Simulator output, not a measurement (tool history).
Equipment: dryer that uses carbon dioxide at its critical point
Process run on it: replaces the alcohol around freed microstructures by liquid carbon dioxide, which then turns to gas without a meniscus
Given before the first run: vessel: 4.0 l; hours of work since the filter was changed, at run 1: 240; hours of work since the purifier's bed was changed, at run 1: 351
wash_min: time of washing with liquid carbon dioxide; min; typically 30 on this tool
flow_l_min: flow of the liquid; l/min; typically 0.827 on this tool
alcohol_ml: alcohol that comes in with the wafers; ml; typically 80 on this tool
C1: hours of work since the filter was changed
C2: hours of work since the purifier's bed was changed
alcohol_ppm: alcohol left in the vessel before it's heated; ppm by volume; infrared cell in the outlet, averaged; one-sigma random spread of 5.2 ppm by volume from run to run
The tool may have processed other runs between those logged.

run 1 day=0 | wash_min=30 flow_l_min=0.827 alcohol_ml=80 | C1=240 C2=351 | alcohol_ppm=223
run 2 day=0.992 | wash_min=30 flow_l_min=0.827 alcohol_ml=80 | C1=248 C2=360 | alcohol_ppm=221
run 3 day=2.3 | wash_min=30 flow_l_min=0.827 alcohol_ml=80 | C1=259 C2=371 | alcohol_ppm=239
run 4 day=3.779 | wash_min=37 flow_l_min=0.827 alcohol_ml=80 | C1=272 C2=383 | alcohol_ppm=146
run 5 day=5.6 | wash_min=30 flow_l_min=1.223 alcohol_ml=80 | C1=287 C2=398 | alcohol_ppm=123
run 6 day=7.404 | wash_min=30 flow_l_min=1.223 alcohol_ml=80 | C1=302 C2=414 | alcohol_ppm=143
run 7 day=8.333 | wash_min=30 flow_l_min=0.568 alcohol_ml=23 | C1=310 C2=421 | alcohol_ppm=293
run 8 day=9.833 | wash_min=21 flow_l_min=0.568 alcohol_ml=23 | C1=323 C2=434 | alcohol_ppm=629
run 9 day=11.404 | wash_min=37 flow_l_min=0.603 alcohol_ml=80 | C1=336 C2=447 | alcohol_ppm=343
run 10 day=13.225 | wash_min=37 flow_l_min=0.603 alcohol_ml=80 | C1=351 C2=462 | alcohol_ppm=344

Here are 3 independent what-if runs from the current tool condition. What would each one return?
run A day=14.479 | wash_min=19 flow_l_min=0.827 alcohol_ml=24 | C1=362 C2=473 | alcohol_ppm=?
run B day=14.479 | wash_min=30 flow_l_min=0.812 alcohol_ml=59 | C1=362 C2=473 | alcohol_ppm=?
run C day=14.479 | wash_min=37 flow_l_min=0.603 alcohol_ml=49 | C1=362 C2=473 | alcohol_ppm=?

run=A alcohol_ppm=404
run=B alcohol_ppm=243
run=C alcohol_ppm=261
Stripped of hidden state, with their random variation kept, the same runs would have yielded:
run=A alcohol_ppm=209
run=B alcohol_ppm=74
run=C alcohol_ppm=93
